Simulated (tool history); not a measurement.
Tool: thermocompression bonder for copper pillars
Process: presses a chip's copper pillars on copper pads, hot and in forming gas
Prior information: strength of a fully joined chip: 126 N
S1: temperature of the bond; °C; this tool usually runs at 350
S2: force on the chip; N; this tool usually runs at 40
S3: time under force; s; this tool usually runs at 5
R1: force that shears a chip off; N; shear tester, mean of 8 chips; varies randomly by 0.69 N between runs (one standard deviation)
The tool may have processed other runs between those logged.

run   hour   S1  S2  S3    R1
  1      0  350  40   5  39.3
  2     70  350  40   5  38.6
  3  113.3  325  40   5  29.3
     119.4  -- forming gas filter changed
  4  197.7  325  40   5  32.2
  5  267.6  325  40   5  30.9
  6  354.8  325  40   5  29.5
  7  399.2  350  34  12  44.2

What does the tool deliver on the next run?
     444.7  -- forming gas filter changed
  8  486.4  350  34  12   ?

R1: 48.5 N
With no hidden state in the tool, this same run would have given R1 56.5 N.

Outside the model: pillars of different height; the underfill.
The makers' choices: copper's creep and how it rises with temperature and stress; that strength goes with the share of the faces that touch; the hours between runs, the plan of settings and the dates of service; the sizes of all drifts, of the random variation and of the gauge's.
